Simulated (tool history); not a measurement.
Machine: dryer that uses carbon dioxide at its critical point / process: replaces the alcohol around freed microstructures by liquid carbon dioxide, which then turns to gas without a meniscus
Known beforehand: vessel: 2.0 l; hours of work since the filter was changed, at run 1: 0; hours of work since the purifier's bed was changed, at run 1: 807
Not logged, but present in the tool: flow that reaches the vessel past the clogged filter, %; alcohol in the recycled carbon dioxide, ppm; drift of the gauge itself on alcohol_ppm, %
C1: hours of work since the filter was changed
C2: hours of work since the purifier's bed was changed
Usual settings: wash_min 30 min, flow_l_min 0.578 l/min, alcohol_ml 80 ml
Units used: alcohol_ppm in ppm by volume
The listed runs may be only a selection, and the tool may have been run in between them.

Run 1, hour 0: usual settings; C1 0; C2 807. Result: alcohol_ppm 90 ppm by volume.
Run 2, hour 43.5: usual settings but alcohol_ml 26 ml; C1 24; C2 832. Result: alcohol_ppm 77 ppm by volume.
Run 3, hour 104.9: usual settings but alcohol_ml 26 ml; C1 58; C2 866. Result: alcohol_ppm 80 ppm by volume.
Run 4, hour 131.9: usual settings but alcohol_ml 26 ml; C1 74; C2 881. Result: alcohol_ppm 69 ppm by volume.
Run 5, hour 185.5: usual settings but alcohol_ml 26 ml; C1 103; C2 911. Result: alcohol_ppm 85 ppm by volume.
Run 6, hour 219: usual settings but wash_min 19 min, alcohol_ml 26 ml; C1 122; C2 930. Result: alcohol_ppm 260 ppm by volume.
Run 7, hour 249.4: usual settings; C1 139; C2 947. Result: alcohol_ppm 124 ppm by volume.
Run 8, hour 313.8: usual settings; C1 175; C2 982. Result: alcohol_ppm 142 ppm by volume.
Run 9, hour 342.2: usual settings; C1 191; C2 998. Result: alcohol_ppm 153 ppm by volume.
At hour 369.2: inlet filter changed.
Run 10, hour 390.1: usual settings; C1 12; C2 1024. Result: alcohol_ppm 111 ppm by volume.
Run 11, hour 440.8: usual settings; C1 40; C2 1053. Result: alcohol_ppm 106 ppm by volume.
Run 12, hour 497.5: usual settings; C1 72; C2 1084. Result: alcohol_ppm 107 ppm by volume.
Run 13, hour 553.2: usual settings; C1 103; C2 1115. Result: alcohol_ppm 130 ppm by volume.
Run 14, hour 591: usual settings; C1 124; C2 1137. Result: alcohol_ppm 132 ppm by volume.
Run 15, hour 624.3: usual settings; C1 142; C2 1155. Result: alcohol_ppm 146 ppm by volume.
Run 16, hour 662.6: usual settings; C1 164; C2 1176. Result: alcohol_ppm 154 ppm by volume.
Run 17, hour 724.7: usual settings; C1 198; C2 1211. Result: alcohol_ppm 169 ppm by volume.
At hour 738.2: inlet filter changed.
Run 18, hour 777.5: usual settings but wash_min 25 min; C1 22; C2 1240. Result: alcohol_ppm 190 ppm by volume.
Run 19, hour 837.5: usual settings but wash_min 25 min; C1 55; C2 1273. Result: alcohol_ppm 202 ppm by volume.
Run 20, hour 868.8: usual settings but wash_min 25 min; C1 73; C2 1291. Result: alcohol_ppm 221 ppm by volume.
Run 21, hour 927.4: usual settings but wash_min 25 min, alcohol_ml 42 ml; C1 106; C2 1324. Result: alcohol_ppm 162 ppm by volume.
Run 22, hour 967.5: usual settings but wash_min 20 min; C1 128; C2 1346. Result: alcohol_ppm 581 ppm by volume.
Run 23, hour 1021.2: usual settings but wash_min 22 min; C1 158; C2 1376. Result: alcohol_ppm 452 ppm by volume.
Run 24, hour 1050.7: usual settings but wash_min 43 min, flow_l_min 0.512 l/min, alcohol_ml 56 ml; C1 174; C2 1392. Result: alcohol_ppm 110 ppm by volume.
Run 25, hour 1088: usual settings but wash_min 43 min, flow_l_min 0.512 l/min, alcohol_ml 56 ml; C1 195; C2 1413. Result: alcohol_ppm 119 ppm by volume.
At hour 1104.1: inlet filter changed.
Run 26, hour 1129.5: usual settings but wash_min 43 min, flow_l_min 0.512 l/min, alcohol_ml 56 ml; C1 14; C2 1436. Result: alcohol_ppm 114 ppm by volume.
Run 27, hour 1174: usual settings but wash_min 46 min, flow_l_min 0.458 l/min, alcohol_ml 77 ml; C1 39; C2 1461. Result: alcohol_ppm 107 ppm by volume.
Run 28, hour 1204.2: usual settings but wash_min 45 min, flow_l_min 0.98 l/min, alcohol_ml 70 ml; C1 56; C2 1477. Result: alcohol_ppm 110 ppm by volume.
At hour 1228.2: purifier's bed changed.
Run 29, hour 1273.7: usual settings but wash_min 37 min, flow_l_min 0.658 l/min, alcohol_ml 71 ml; C1 93; C2 25. Result: alcohol_ppm 10 ppm by volume.
Run 30, hour 1321.2: usual settings but wash_min 32 min, flow_l_min 0.935 l/min; C1 119; C2 52. Result: alcohol_ppm 10 ppm by volume.
Run 31, hour 1355.1: usual settings but wash_min 24 min, flow_l_min 0.355 l/min, alcohol_ml 83 ml; C1 138; C2 71. Result: alcohol_ppm 1756 ppm by volume.
Run 32, hour 1400.5: usual settings but wash_min 43 min, flow_l_min 0.412 l/min, alcohol_ml 34 ml; C1 164; C2 96. Result: alcohol_ppm 45 ppm by volume.

Estimate the outcome of run 33 from the log above:
Run 33, hour 1458.5: usual settings but wash_min 46 min, flow_l_min 0.866 l/min, alcohol_ml 23 ml; C1 196; C2 128. Result: alcohol_ppm ?.

alcohol_ppm: 12 ppm by volume
Take away the tool's hidden state, keep the run-to-run variation as it was, and the same run would have given alcohol_ppm 2 ppm by volume.

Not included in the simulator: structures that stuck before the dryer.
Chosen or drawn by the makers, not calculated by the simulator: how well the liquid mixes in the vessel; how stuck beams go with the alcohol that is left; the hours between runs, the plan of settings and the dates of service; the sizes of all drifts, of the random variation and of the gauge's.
